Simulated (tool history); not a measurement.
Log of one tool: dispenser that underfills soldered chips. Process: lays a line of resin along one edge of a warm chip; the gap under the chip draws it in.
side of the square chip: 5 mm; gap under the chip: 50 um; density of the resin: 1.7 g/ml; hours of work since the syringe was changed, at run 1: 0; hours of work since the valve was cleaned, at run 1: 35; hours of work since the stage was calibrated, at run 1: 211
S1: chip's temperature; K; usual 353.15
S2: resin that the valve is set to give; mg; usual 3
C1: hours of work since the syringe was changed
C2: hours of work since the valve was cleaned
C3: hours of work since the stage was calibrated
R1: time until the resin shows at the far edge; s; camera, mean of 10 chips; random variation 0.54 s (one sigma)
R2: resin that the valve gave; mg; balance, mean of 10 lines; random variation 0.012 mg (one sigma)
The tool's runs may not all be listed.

run 1 day=0 | S1=353.15 S2=3 | C1=0 C2=35 C3=211 | R1=42 R2=2.89
run 2 day=0.3 | S1=353.15 S2=3 | C1=4 C2=40 C3=216 | R1=51.8 R2=2.87
-- day=0.679 new syringe of resin
run 3 day=0.746 | S1=353.15 S2=3.69 | C1=1 C2=46 C3=222 | R1=43.1 R2=3.52
run 4 day=1.133 | S1=353.15 S2=2.92 | C1=7 C2=52 C3=228 | R1=57.9 R2=2.76
-- day=1.371 new syringe of resin
run 5 day=1.462 | S1=353.15 S2=2.92 | C1=1 C2=56 C3=232 | R1=46.8 R2=2.75
run 6 day=1.933 | S1=353.15 S2=2.92 | C1=8 C2=63 C3=239 | R1=65.5 R2=2.75
-- day=2.025 new syringe of resin
run 7 day=2.246 | S1=353.15 S2=2.95 | C1=3 C2=68 C3=244 | R1=49.8 R2=2.74
-- day=2.692 new syringe of resin
run 8 day=2.871 | S1=353.15 S2=2.95 | C1=3 C2=77 C3=253 | R1=48.5 R2=2.71
run 9 day=3.208 | S1=353.15 S2=2.95 | C1=8 C2=82 C3=258 | R1=61 R2=2.69
-- day=3.354 new syringe of resin
run 10 day=3.588 | S1=353.15 S2=2.95 | C1=3 C2=88 C3=264 | R1=51.2 R2=2.69
-- day=3.975 dispensing valve cleaned and set on the balance
-- day=4.071 new syringe of resin
run 11 day=4.146 | S1=353.15 S2=2.95 | C1=1 C2=2 C3=271 | R1=45.8 R2=2.93
run 12 day=4.504 | S1=340.15 S2=2.95 | C1=6 C2=8 C3=276 | R1=103.2 R2=2.95
-- day=4.725 new syringe of resin
run 13 day=4.892 | S1=353.15 S2=3 | C1=2 C2=13 C3=282 | R1=46.3 R2=2.97
-- day=5.367 new syringe of resin
run 14 day=5.417 | S1=357.15 S2=3 | C1=1 C2=21 C3=289 | R1=35.7 R2=2.94
run 15 day=5.962 | S1=357.15 S2=3 | C1=9 C2=29 C3=298 | R1=52.9 R2=2.91
-- day=6.021 new syringe of resin
run 16 day=6.425 | S1=357.15 S2=3 | C1=6 C2=36 C3=304 | R1=47 R2=2.89
-- day=6.712 new syringe of resin
run 17 day=6.879 | S1=338.15 S2=2.52 | C1=2 C2=42 C3=311 | R1=96.8 R2=2.42
run 18 day=7.333 | S1=346.15 S2=2.84 | C1=9 C2=49 C3=318 | R1=87.8 R2=2.69
-- day=7.396 new syringe of resin
run 19 day=7.65 | S1=346.15 S2=2.84 | C1=4 C2=54 C3=322 | R1=69.9 R2=2.68
-- day=8.038 new syringe of resin
run 20 day=8.221 | S1=346.15 S2=2.84 | C1=3 C2=62 C3=330 | R1=64.4 R2=2.67
run 21 day=8.592 | S1=346.15 S2=2.84 | C1=8 C2=67 C3=336 | R1=84.6 R2=2.65
-- day=8.708 new syringe of resin
run 22 day=8.896 | S1=360.15 S2=3.04 | C1=3 C2=72 C3=340 | R1=35.3 R2=2.84
run 23 day=9.333 | S1=342.15 S2=2.83 | C1=9 C2=78 C3=347 | R1=110.9 R2=2.61
-- day=9.4 new syringe of resin
run 24 day=9.742 | S1=353.15 S2=3.8 | C1=5 C2=84 C3=353 | R1=49.2 R2=3.49
-- day=10.058 new syringe of resin
run 25 day=10.288 | S1=367.15 S2=2.57 | C1=3 C2=92 C3=361 | R1=29.2 R2=2.33
-- day=10.417 dispensing valve cleaned and set on the balance
-- day=10.767 new syringe of resin
run 26 day=10.796 | S1=360.15 S2=2.73 | C1=0 C2=5 C3=367 | R1=31.7 R2=2.7
run 27 day=11.225 | S1=360.15 S2=2.73 | C1=7 C2=12 C3=374 | R1=43.3 R2=2.7
-- day=11.412 new syringe of resin
run 28 day=11.6 | S1=364.15 S2=2.98 | C1=3 C2=17 C3=379 | R1=29.4 R2=2.9
run 29 day=11.967 | S1=342.15 S2=3.3 | C1=8 C2=23 C3=385 | R1=93.5 R2=3.23
-- day=12.079 new syringe of resin
run 30 day=12.583 | S1=354.15 S2=2.81 | C1=8 C2=32 C3=394 | R1=55.7 R2=2.7
-- day=12.75 new syringe of resin
run 31 day=12.867 | S1=346.15 S2=2.52 | C1=2 C2=36 C3=398 | R1=62.6 R2=2.41
run 32 day=13.229 | S1=346.15 S2=2.52 | C1=7 C2=41 C3=403 | R1=79.4 R2=2.41

The same runs without the tool's hidden state, with the same run-to-run variation:
The hidden state here: resin's viscosity, % of fresh resin's; dose that the valve gives, % of what is set; true chip temperature over the reading, C; drift of the gauge itself on fill_s, %; drift of the gauge itself on given_mg, %.
run=1 R1=44.9 R2=3
run=2 R1=45 R2=3
run=3 R1=44.4 R2=3.69
run=4 R1=45.1 R2=2.92
run=5 R1=45.2 R2=2.93
run=6 R1=45.7 R2=2.94
run=7 R1=44.9 R2=2.95
run=8 R1=45.5 R2=2.94
run=9 R1=45.1 R2=2.93
run=10 R1=46 R2=2.95
run=11 R1=46.3 R2=2.94
run=12 R1=81.8 R2=2.97
run=13 R1=44.9 R2=3.01
run=14 R1=37.5 R2=3
run=15 R1=38.2 R2=3
run=16 R1=38.7 R2=3
run=17 R1=95.2 R2=2.52
run=18 R1=62.9 R2=2.83
run=19 R1=64.1 R2=2.83
run=20 R1=62.4 R2=2.84
run=21 R1=63.2 R2=2.83
run=22 R1=32.9 R2=3.05
run=23 R1=76.9 R2=2.83
run=24 R1=44 R2=3.8
run=25 R1=26.3 R2=2.56
run=26 R1=34.1 R2=2.71
run=27 R1=34.5 R2=2.74
run=28 R1=28.9 R2=2.95
run=29 R1=72.3 R2=3.3
run=30 R1=43.5 R2=2.79
run=31 R1=65.4 R2=2.5
run=32 R1=64.5 R2=2.51
